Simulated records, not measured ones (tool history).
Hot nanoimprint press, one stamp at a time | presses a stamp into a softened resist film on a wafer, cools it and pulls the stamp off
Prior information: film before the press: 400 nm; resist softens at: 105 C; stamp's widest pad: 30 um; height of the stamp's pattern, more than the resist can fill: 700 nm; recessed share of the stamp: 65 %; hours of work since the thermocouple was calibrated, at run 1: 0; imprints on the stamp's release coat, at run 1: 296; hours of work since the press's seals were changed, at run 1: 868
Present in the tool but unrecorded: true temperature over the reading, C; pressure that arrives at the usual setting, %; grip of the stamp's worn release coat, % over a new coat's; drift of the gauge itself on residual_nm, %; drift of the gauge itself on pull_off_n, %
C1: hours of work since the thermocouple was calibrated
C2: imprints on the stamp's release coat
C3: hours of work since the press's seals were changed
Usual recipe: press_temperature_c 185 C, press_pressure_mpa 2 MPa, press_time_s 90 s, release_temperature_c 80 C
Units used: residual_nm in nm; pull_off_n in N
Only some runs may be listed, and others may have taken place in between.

{"run": 1, "hour": 0.0, "press_temperature_c": 185, "press_pressure_mpa": 2, "press_time_s": 90, "release_temperature_c": 80, "C1": 0, "C2": 296, "C3": 868, "residual_nm": 218.3, "pull_off_n": 232}
{"run": 2, "hour": 21.7, "press_temperature_c": 185, "press_pressure_mpa": 2, "press_time_s": 90, "release_temperature_c": 80, "C1": 16, "C2": 405, "C3": 884, "residual_nm": 219.1, "pull_off_n": 234}
{"run": 3, "hour": 49.9, "press_temperature_c": 185, "press_pressure_mpa": 1.67, "press_time_s": 90, "release_temperature_c": 80, "C1": 38, "C2": 547, "C3": 905, "residual_nm": 233.1, "pull_off_n": 225}
{"hour": 72.0, "done": "stamp cleaned and given a new release coat"}
{"run": 4, "hour": 94.1, "press_temperature_c": 185, "press_pressure_mpa": 2.3, "press_time_s": 90, "release_temperature_c": 80, "C1": 67, "C2": 111, "C3": 934, "residual_nm": 205.5, "pull_off_n": 236}
{"run": 5, "hour": 124.2, "press_temperature_c": 185, "press_pressure_mpa": 2.3, "press_time_s": 90, "release_temperature_c": 80, "C1": 90, "C2": 261, "C3": 957, "residual_nm": 205.4, "pull_off_n": 231}
{"run": 6, "hour": 170.5, "press_temperature_c": 185, "press_pressure_mpa": 2.3, "press_time_s": 90, "release_temperature_c": 80, "C1": 125, "C2": 494, "C3": 992, "residual_nm": 205.8, "pull_off_n": 236}
{"run": 7, "hour": 193.8, "press_temperature_c": 185, "press_pressure_mpa": 2, "press_time_s": 173, "release_temperature_c": 80, "C1": 142, "C2": 611, "C3": 1010, "residual_nm": 171.6, "pull_off_n": 242}
{"hour": 202.5, "done": "stamp cleaned and given a new release coat"}
{"run": 8, "hour": 232.1, "press_temperature_c": 185, "press_pressure_mpa": 2, "press_time_s": 177, "release_temperature_c": 79, "C1": 167, "C2": 149, "C3": 1034, "residual_nm": 169.8, "pull_off_n": 247}
{"run": 9, "hour": 268.0, "press_temperature_c": 185, "press_pressure_mpa": 2.14, "press_time_s": 78, "release_temperature_c": 80, "C1": 194, "C2": 329, "C3": 1062, "residual_nm": 223.7, "pull_off_n": 240}
{"run": 10, "hour": 296.8, "press_temperature_c": 195, "press_pressure_mpa": 2.14, "press_time_s": 58, "release_temperature_c": 80, "C1": 216, "C2": 473, "C3": 1083, "residual_nm": 161.3, "pull_off_n": 239}
{"run": 11, "hour": 320.0, "press_temperature_c": 186, "press_pressure_mpa": 2, "press_time_s": 90, "release_temperature_c": 86, "C1": 233, "C2": 590, "C3": 1101, "residual_nm": 208.6, "pull_off_n": 193}
{"hour": 333.9, "done": "stamp cleaned and given a new release coat"}
{"run": 12, "hour": 354.4, "press_temperature_c": 175, "press_pressure_mpa": 1.71, "press_time_s": 90, "release_temperature_c": 80, "C1": 255, "C2": 102, "C3": 1123, "residual_nm": 323.8, "pull_off_n": 239}
{"run": 13, "hour": 382.2, "press_temperature_c": 175, "press_pressure_mpa": 1.71, "press_time_s": 90, "release_temperature_c": 80, "C1": 276, "C2": 242, "C3": 1144, "residual_nm": 324.3, "pull_off_n": 227}

Below are 3 alternative next runs, each starting from the tool's condition after run 13. Predict each:
{"hour": 399.4, "done": "press's hydraulic seals changed and the load cell set to zero"}
{"run": "A", "hour": 440.6, "press_temperature_c": 185, "press_pressure_mpa": 2, "press_time_s": 101, "release_temperature_c": 77, "C1": 314, "C2": 495, "C3": 31, "residual_nm": "?", "pull_off_n": "?"}
{"hour": 399.4, "done": "press's hydraulic seals changed and the load cell set to zero"}
{"run": "B", "hour": 440.6, "press_temperature_c": 175, "press_pressure_mpa": 1.71, "press_time_s": 90, "release_temperature_c": 67, "C1": 314, "C2": 495, "C3": 31, "residual_nm": "?", "pull_off_n": "?"}
{"hour": 399.4, "done": "press's hydraulic seals changed and the load cell set to zero"}
{"run": "C", "hour": 440.6, "press_temperature_c": 196, "press_pressure_mpa": 1.71, "press_time_s": 90, "release_temperature_c": 80, "C1": 314, "C2": 495, "C3": 31, "residual_nm": "?", "pull_off_n": "?"}

run=A residual_nm=209.9 pull_off_n=251
run=B residual_nm=323.8 pull_off_n=315
run=C residual_nm=144.4 pull_off_n=237
What these runs would have given with no unlogged condition in the tool:
run=A residual_nm=210.4 pull_off_n=249
run=B residual_nm=324.2 pull_off_n=312
run=C residual_nm=144.8 pull_off_n=235
